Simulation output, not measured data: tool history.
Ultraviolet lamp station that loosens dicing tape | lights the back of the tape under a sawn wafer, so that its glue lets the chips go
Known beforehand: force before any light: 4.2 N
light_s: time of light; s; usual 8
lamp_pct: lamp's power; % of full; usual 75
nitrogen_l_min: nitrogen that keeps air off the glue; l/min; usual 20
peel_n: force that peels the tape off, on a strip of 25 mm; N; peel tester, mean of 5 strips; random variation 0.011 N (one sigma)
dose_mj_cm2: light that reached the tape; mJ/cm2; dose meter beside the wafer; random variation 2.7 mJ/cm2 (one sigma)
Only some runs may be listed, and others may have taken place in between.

run     day  light_s  lamp_pct  nitrogen_l_min  peel_n  dose_mj_cm2
  1   0.000        8        75              20   0.488          370
  2   1.454        8        75              16   0.554          375
  3   2.767        8        75              16   0.527          375
  4   4.471        8        75              20   0.495          372
  5   6.000        8        75              20   0.496          370
  6   7.600        8        75              20   0.475          374
  7   9.179        8        75              20   0.496          369
  8  10.354        8        75              20   0.488          368
  9  12.029        8        75              20   0.507          372
 10  14.075        8        75              20   0.476          373
 11  15.362        8        75              20   0.507          370
 12  16.262        8        64              20   0.674          317
 13  17.979        8        84              20   0.387          421
 14  19.925        8        84              20   0.395          417
 15  21.817        8        84              20   0.405          411
 16  23.033        4        75              20   1.386          187
 17  24.688        4        75              20   1.297          184
 18  25.679        4        75              20   1.332          184
 19  26.729        8        75              16   0.553          377
 20  27.608        8        75              16   0.530          371
     28.104  -- window cleaned of glue's vapour
 21  29.104        8        75              16   0.538          375
 22  30.850        8        75              16   0.516          365
 23  32.533        8        97              16   0.332          479
 24  34.050        8        80              12   0.563          396
 25  35.671        4        80              32   1.101          197
 26  37.258       10        90              26   0.200          564
 27  38.800        8        61              20   0.732          306
 28  39.967        5        87              16   0.915          273
 29  41.708        5        87              16   0.897          268
 30  43.183       13        80              34   0.148          645
 31  44.112       13        80              34   0.156          647
 32  45.733       13        80              34   0.149          646
 33  46.629       10        86              34   0.203          537
 34  47.571        9        64               7   0.857          354
 35  48.979        9        64               7   0.832          355
 36  50.654        9        64               7   0.888          360
 37  52.038       15        69              20   0.177          640
 38  53.125        8        86              26   0.327          429
 39  55.029       15        75              37   0.121          693
     56.379  -- window cleaned of glue's vapour
 40  56.975       15        75              37   0.147          694
 41  58.325       15        75              37   0.138          698
 42  60.208        4        75              20   1.371          182
 43  62.038        9        92              12   0.343          512
 44  64.012        9        92              12   0.343          509

Branching from run 44: 3 alternative next runs. What would each branch give?
  A  65.625       16        92              12       ?            ?
  B  65.625        9        92              23       ?            ?
  C  65.625       12        87              13       ?            ?

run  peel_n  dose_mj_cm2
  A   0.129          914
  B   0.247          511
  C   0.210          642
What these runs would have given with no unlogged condition in the tool:
run  peel_n  dose_mj_cm2
  A   0.129          915
  B   0.246          512
  C   0.209          643

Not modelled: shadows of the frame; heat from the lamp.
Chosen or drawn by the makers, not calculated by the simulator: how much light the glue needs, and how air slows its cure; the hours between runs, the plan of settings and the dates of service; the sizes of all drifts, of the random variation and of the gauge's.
